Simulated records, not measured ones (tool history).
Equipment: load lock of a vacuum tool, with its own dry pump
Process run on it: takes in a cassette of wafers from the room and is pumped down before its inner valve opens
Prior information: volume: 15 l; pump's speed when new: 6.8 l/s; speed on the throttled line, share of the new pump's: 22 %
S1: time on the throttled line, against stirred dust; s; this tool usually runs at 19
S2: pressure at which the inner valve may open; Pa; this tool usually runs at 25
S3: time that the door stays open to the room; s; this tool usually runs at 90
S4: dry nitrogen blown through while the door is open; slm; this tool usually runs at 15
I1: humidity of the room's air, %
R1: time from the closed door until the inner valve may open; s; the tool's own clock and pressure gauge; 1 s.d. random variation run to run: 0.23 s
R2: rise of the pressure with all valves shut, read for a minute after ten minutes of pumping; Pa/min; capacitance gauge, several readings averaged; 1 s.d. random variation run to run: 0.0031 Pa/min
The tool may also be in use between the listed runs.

{"run": 1, "hour": 0.0, "S1": 19, "S2": 25, "S3": 90, "S4": 15, "I1": 42.4, "R1": 35.7, "R2": 0.094}
{"run": 2, "hour": 80.9, "S1": 19, "S2": 25, "S3": 90, "S4": 15, "I1": 44.5, "R1": 36.2, "R2": 0.096}
{"run": 3, "hour": 162.2, "S1": 19, "S2": 25, "S3": 90, "S4": 15, "I1": 44.5, "R1": 36.1, "R2": 0.1}
{"run": 4, "hour": 230.6, "S1": 19, "S2": 25, "S3": 90, "S4": 15, "I1": 44.7, "R1": 36.0, "R2": 0.095}
{"run": 5, "hour": 338.1, "S1": 19, "S2": 25, "S3": 90, "S4": 15, "I1": 47.1, "R1": 35.9, "R2": 0.109}
{"run": 6, "hour": 440.9, "S1": 19, "S2": 25, "S3": 90, "S4": 15, "I1": 44.3, "R1": 36.1, "R2": 0.095}
{"run": 7, "hour": 548.4, "S1": 19, "S2": 25, "S3": 90, "S4": 15, "I1": 44.5, "R1": 36.1, "R2": 0.102}
{"run": 8, "hour": 626.2, "S1": 19, "S2": 19, "S3": 90, "S4": 15, "I1": 43.8, "R1": 37.0, "R2": 0.101}
{"run": 9, "hour": 688.6, "S1": 19, "S2": 25, "S3": 90, "S4": 15, "I1": 45.5, "R1": 35.8, "R2": 0.105}
{"run": 10, "hour": 760.5, "S1": 19, "S2": 25, "S3": 90, "S4": 15, "I1": 48.7, "R1": 36.0, "R2": 0.105}
{"run": 11, "hour": 842.7, "S1": 19, "S2": 25, "S3": 90, "S4": 15, "I1": 43.8, "R1": 36.3, "R2": 0.104}
{"run": 12, "hour": 918.4, "S1": 26, "S2": 25, "S3": 90, "S4": 15, "I1": 44.5, "R1": 41.4, "R2": 0.111}
{"run": 13, "hour": 1025.1, "S1": 26, "S2": 25, "S3": 90, "S4": 15, "I1": 48.4, "R1": 41.1, "R2": 0.108}
{"run": 14, "hour": 1118.5, "S1": 19, "S2": 25, "S3": 90, "S4": 15, "I1": 44.5, "R1": 36.7, "R2": 0.106}
{"run": 15, "hour": 1215.6, "S1": 19, "S2": 49, "S3": 90, "S4": 15, "I1": 49.1, "R1": 34.5, "R2": 0.112}
{"run": 16, "hour": 1272.2, "S1": 19, "S2": 49, "S3": 90, "S4": 15, "I1": 47.9, "R1": 34.3, "R2": 0.109}
{"run": 17, "hour": 1324.7, "S1": 19, "S2": 49, "S3": 90, "S4": 15, "I1": 46.3, "R1": 34.3, "R2": 0.109}
{"run": 18, "hour": 1433.7, "S1": 19, "S2": 25, "S3": 90, "S4": 15, "I1": 45.8, "R1": 35.7, "R2": 0.109}
{"run": 19, "hour": 1528.8, "S1": 19, "S2": 25, "S3": 90, "S4": 15, "I1": 47.1, "R1": 36.3, "R2": 0.111}
{"run": 20, "hour": 1636.6, "S1": 19, "S2": 23, "S3": 32, "S4": 11, "I1": 47.9, "R1": 36.5, "R2": 0.093}
{"run": 21, "hour": 1707.0, "S1": 16, "S2": 33, "S3": 47, "S4": 7, "I1": 39.4, "R1": 33.4, "R2": 0.092}
{"run": 22, "hour": 1767.4, "S1": 19, "S2": 37, "S3": 125, "S4": 11, "I1": 43.5, "R1": 35.1, "R2": 0.124}
{"run": 23, "hour": 1817.0, "S1": 36, "S2": 37, "S3": 180, "S4": 11, "I1": 46.0, "R1": 48.4, "R2": 0.149}
{"run": 24, "hour": 1883.7, "S1": 14, "S2": 25, "S3": 57, "S4": 15, "I1": 44.4, "R1": 32.7, "R2": 0.099}
{"run": 25, "hour": 1983.9, "S1": 13, "S2": 38, "S3": 232, "S4": 28, "I1": 43.5, "R1": 31.1, "R2": 0.121}
{"run": 26, "hour": 2027.9, "S1": 13, "S2": 33, "S3": 232, "S4": 28, "I1": 44.7, "R1": 31.3, "R2": 0.128}
{"run": 27, "hour": 2097.4, "S1": 13, "S2": 33, "S3": 232, "S4": 28, "I1": 43.7, "R1": 31.1, "R2": 0.125}
{"run": 28, "hour": 2188.0, "S1": 13, "S2": 33, "S3": 232, "S4": 28, "I1": 41.4, "R1": 31.4, "R2": 0.117}
{"run": 29, "hour": 2234.1, "S1": 20, "S2": 44, "S3": 56, "S4": 4, "I1": 47.9, "R1": 35.9, "R2": 0.128}
{"run": 30, "hour": 2310.9, "S1": 20, "S2": 44, "S3": 56, "S4": 4, "I1": 45.9, "R1": 35.5, "R2": 0.117}
{"run": 31, "hour": 2390.7, "S1": 20, "S2": 44, "S3": 56, "S4": 4, "I1": 48.1, "R1": 35.8, "R2": 0.125}
{"run": 32, "hour": 2489.9, "S1": 19, "S2": 28, "S3": 90, "S4": 15, "I1": 43.6, "R1": 36.5, "R2": 0.111}
{"run": 33, "hour": 2568.3, "S1": 19, "S2": 20, "S3": 90, "S4": 18, "I1": 42.8, "R1": 37.0, "R2": 0.107}
{"run": 34, "hour": 2665.3, "S1": 19, "S2": 25, "S3": 69, "S4": 15, "I1": 40.3, "R1": 36.9, "R2": 0.1}
{"run": 35, "hour": 2757.1, "S1": 19, "S2": 25, "S3": 69, "S4": 15, "I1": 43.5, "R1": 36.7, "R2": 0.107}
{"run": 36, "hour": 2851.2, "S1": 19, "S2": 25, "S3": 69, "S4": 15, "I1": 46.8, "R1": 36.7, "R2": 0.119}
{"run": 37, "hour": 2950.5, "S1": 12, "S2": 25, "S3": 90, "S4": 16, "I1": 45.8, "R1": 31.3, "R2": 0.11}

Consider 3 possible next runs. They are alternatives, not a sequence: every one starts from the tool as it was left by run 37. What does each give?
{"run": "A", "hour": 3053.8, "S1": 19, "S2": 26, "S3": 174, "S4": 15, "I1": 44.0, "R1": "?", "R2": "?"}
{"run": "B", "hour": 3053.8, "S1": 19, "S2": 34, "S3": 26, "S4": 7, "I1": 46.1, "R1": "?", "R2": "?"}
{"run": "C", "hour": 3053.8, "S1": 12, "S2": 19, "S3": 90, "S4": 16, "I1": 45.0, "R1": "?", "R2": "?"}

run=A R1=36.2 R2=0.142
run=B R1=35.6 R2=0.096
run=C R1=32.5 R2=0.115
With the hidden condition removed and each run's random variation left untouched, the same runs would have given:
run=A R1=32.6 R2=0.106
run=B R1=32.1 R2=0.061
run=C R1=28.3 R2=0.080
